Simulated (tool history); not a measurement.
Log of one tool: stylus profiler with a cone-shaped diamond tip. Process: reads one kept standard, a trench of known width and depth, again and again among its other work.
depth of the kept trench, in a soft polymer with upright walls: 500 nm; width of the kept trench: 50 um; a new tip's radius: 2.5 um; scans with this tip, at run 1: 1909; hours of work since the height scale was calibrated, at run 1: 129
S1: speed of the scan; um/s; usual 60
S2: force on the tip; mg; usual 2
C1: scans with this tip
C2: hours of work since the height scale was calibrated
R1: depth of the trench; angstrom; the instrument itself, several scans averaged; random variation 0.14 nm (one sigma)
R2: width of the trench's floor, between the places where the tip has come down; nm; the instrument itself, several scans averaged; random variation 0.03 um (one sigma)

run,hour,S1,S2,C1,C2,R1,R2
1,0,60,2,1909,129,5033.7,46720
2,7.7,109,2,1968,133,5032.2,46670
3,23,109,2,2087,141,5033,46620
4,32.1,109,2,2157,146,5038.3,46600
5,44.4,109,2,2251,152,5032.5,46650
6,55.4,60,1.17,2335,158,5024.1,46650
7,62.1,60,1.17,2387,161,5022.6,46650
8,70,60,1.17,2448,165,5021.6,46620
9,82.9,60,1.17,2547,172,5021.4,46650
10,94.3,60,1.17,2635,178,5024.1,46650
11,108.6,77,5.26,2745,185,5063.6,46640
12,117.4,60,1.03,2813,190,5021.7,46580
13,125.6,61,2.32,2876,194,5036.6,46660

5 ways to go on from here, each from the tool as it stands after run 13. What would each give?
A,138.9,19,4.81,2978,201,?,?
B,138.9,166,3.74,2978,201,?,?
C,138.9,38,1.37,2978,201,?,?
D,138.9,156,4.82,2978,201,?,?
E,138.9,60,0.69,2978,201,?,?

run,R1,R2
A,5059.2,46770
B,5051.1,46490
C,5022.6,46660
D,5059,46570
E,5015.2,46570
Without the tool's hidden state the same runs would have given:
run,R1,R2
A,5060.9,47000
B,5052.8,46720
C,5024.3,46890
D,5060.7,46800
E,5016.8,46790

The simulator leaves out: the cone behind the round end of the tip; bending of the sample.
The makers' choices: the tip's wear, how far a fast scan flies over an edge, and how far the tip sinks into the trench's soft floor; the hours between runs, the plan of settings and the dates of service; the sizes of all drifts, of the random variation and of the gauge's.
